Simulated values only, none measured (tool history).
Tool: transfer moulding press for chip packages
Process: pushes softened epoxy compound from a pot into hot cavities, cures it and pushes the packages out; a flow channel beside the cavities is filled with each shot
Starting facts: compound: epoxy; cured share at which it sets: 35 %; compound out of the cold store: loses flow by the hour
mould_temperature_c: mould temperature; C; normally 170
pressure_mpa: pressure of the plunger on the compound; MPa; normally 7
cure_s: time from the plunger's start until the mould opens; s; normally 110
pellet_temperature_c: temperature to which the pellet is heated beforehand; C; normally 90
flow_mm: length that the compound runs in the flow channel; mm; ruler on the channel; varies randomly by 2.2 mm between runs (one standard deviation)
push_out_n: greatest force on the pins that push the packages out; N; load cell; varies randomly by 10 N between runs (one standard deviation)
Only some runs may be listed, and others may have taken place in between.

run   hour  mould_temperature_c  pressure_mpa  cure_s  pellet_temperature_c  incoming compound's hours out of the cold store  flow_mm  push_out_n
  1      0                  170             7     110                    90                                             19.7      515         943
       5.6  -- cavities cleaned with cleaning compound and waxed
  2   26.6                  177             7     110                    90                                              9.6      523         548
      46.5  -- mould's thermocouples calibrated
  3   72.9                  170             7     120                    90                                             37.9      465         733
     115.7  -- cavities cleaned with cleaning compound and waxed
  4  115.7                  170          5.33     110                    90                                             31.4      417         494
  5    143                  170             7     110                    90                                             38.2      463         654
     156.1  -- plunger's sealing rings changed
  6  168.7                  170          7.83     110                    90                                             38.2      518         727
  7    188                  170          6.48     110                    90                                             33.1      484         836
  8  216.5                  170          6.48     110                    90                                               10      542         895
     226.5  -- cavities cleaned with cleaning compound and waxed
  9  239.5                  170             7     110                    90                                               12      559         605
 10  283.3                  170             7     110                    90                                               38      490         751
 11  304.2                  170             7     109                    90                                              9.1      566         841
     334.2  -- cavities cleaned with cleaning compound and waxed
 12  334.2                  170             7     109                    90                                             20.4      532         502
 13  365.8                  170             7     109                    90                                             17.4      538         715
 14  401.3                  170             7     109                    90                                             21.8      521         826
 15  430.9                  163          5.86      97                    91                                             31.1      468        1669
     444.6  -- cavities cleaned with cleaning compound and waxed
 16  457.7                  170           7.9     110                    88                                             38.9      508         557
 17  488.7                  170          7.02     110                    93                                             18.3      532         707
 18  517.6                  170          7.02     110                    93                                             33.6      483         758
       554  -- cavities cleaned with cleaning compound and waxed
 19  561.4                  176          7.02     110                    93                                             25.9      495         481
 20    589                  175           6.4      95                    87                                               33      451         673
 21  618.6                  164          8.49      95                    85                                             21.9      576        1653
 22  636.5                  174          5.76      95                    85                                             19.4      462         842
     642.2  -- mould's thermocouples calibrated
     665.8  -- cavities cleaned with cleaning compound and waxed
 23  684.6                  168             7      98                    90                                             33.1      487         781
 24  721.6                  168             7      98                    90                                             46.2      453         964
 25  754.3                  173           6.3     123                    93                                             12.5      498         712
     775.3  -- cavities cleaned with cleaning compound and waxed
 26  778.8                  173           6.3     123                    93                                             33.1      448         438
     798.6  -- plunger's sealing rings changed
 27    811                  173           6.3     123                    93                                               35      465         582
 28  845.9                  173           6.3     123                    93                                             29.7      473         685

Here are 4 independent what-if runs from the current tool condition. What would each one return?
  A  876.7                  173           6.3     130                    93                                             39.6        ?           ?
  B  876.7                  172             7     110                    90                                             16.4        ?           ?
  C  876.7                  171           7.1     119                    93                                             35.2        ?           ?
  D  876.7                  176             7     120                    90                                              8.7        ?           ?

run  flow_mm  push_out_n
  A      450         763
  B      539         787
  C      494         778
  D      551         740
Had the tool no hidden state, the same runs would have come out as:
run  flow_mm  push_out_n
  A      455         419
  B      545         431
  C      499         428
  D      557         409

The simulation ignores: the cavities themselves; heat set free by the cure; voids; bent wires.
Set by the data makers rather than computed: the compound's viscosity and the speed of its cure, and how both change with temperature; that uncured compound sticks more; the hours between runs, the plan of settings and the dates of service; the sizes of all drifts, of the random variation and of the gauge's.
